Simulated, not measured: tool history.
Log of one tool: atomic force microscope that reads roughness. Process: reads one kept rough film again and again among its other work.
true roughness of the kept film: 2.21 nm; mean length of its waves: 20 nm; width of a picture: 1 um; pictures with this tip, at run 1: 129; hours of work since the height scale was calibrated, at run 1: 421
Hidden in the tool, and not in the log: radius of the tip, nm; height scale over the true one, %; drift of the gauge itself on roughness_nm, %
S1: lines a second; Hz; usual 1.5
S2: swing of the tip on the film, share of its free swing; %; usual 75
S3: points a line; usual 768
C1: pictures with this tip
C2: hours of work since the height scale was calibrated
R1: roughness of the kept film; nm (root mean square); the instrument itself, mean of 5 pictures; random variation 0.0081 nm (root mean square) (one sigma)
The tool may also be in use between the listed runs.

run    day    S1  S2   S3   C1   C2     R1
  1      0   1.5  75  768  129  421  1.386
  2  0.604   1.5  75  768  145  430   1.35
  3  1.117   1.5  75  768  160  439  1.318
  4  1.912   1.5  75  768  182  452   1.28
  5  2.321   1.5  83  768  193  458  1.205
  6   2.95   1.5  83  768  210  469  1.166
     3.517  -- new tip fitted
  7  3.708   1.5  83  768    6  481  1.667
  8  4.225   1.5  83  768   20  489  1.616
  9  4.908  0.64  83  768   39  500   1.68
 10  5.629  0.64  83  768   59  512  1.601
 11  6.029  0.64  83  768   70  518  1.583
     6.108  -- height scale calibrated on a step standard
 12  6.621  0.64  83  768   85    8  1.531
 13  7.388  2.44  75  271  106   21  1.315
 14  7.762  0.51  70  412  116   27  1.483
 15  8.112  0.51  70  412  126   33  1.464
 16  8.912  0.51  70  412  148   46  1.408
 17  9.479  0.51  70  412  164   55  1.364

5 ways to go on from here, each from the tool as it stands after run 17. What would each give?
     9.875  -- height scale calibrated on a step standard, once more
  A  9.875  0.51  67  412  173   0   ?
     9.875  -- height scale calibrated on a step standard, once more
  B  9.875  3.13  70  412  173   0   ?
     9.875  -- height scale calibrated on a step standard, once more
  C  9.875   1.5  75  527  173   0   ?
     9.875  -- height scale calibrated on a step standard, once more
  D  9.875  1.08  71  269  173   0   ?
     9.875  -- height scale calibrated on a step standard, once more
  E  9.875   1.5  88  465  173   0   ?

run     R1
  A  1.346
  B  1.216
  C  1.271
  D  1.277
  E  1.177
Without the tool's hidden state the same runs would have given:
run     R1
  A  1.854
  B  1.673
  C   1.75
  D  1.762
  E  1.622

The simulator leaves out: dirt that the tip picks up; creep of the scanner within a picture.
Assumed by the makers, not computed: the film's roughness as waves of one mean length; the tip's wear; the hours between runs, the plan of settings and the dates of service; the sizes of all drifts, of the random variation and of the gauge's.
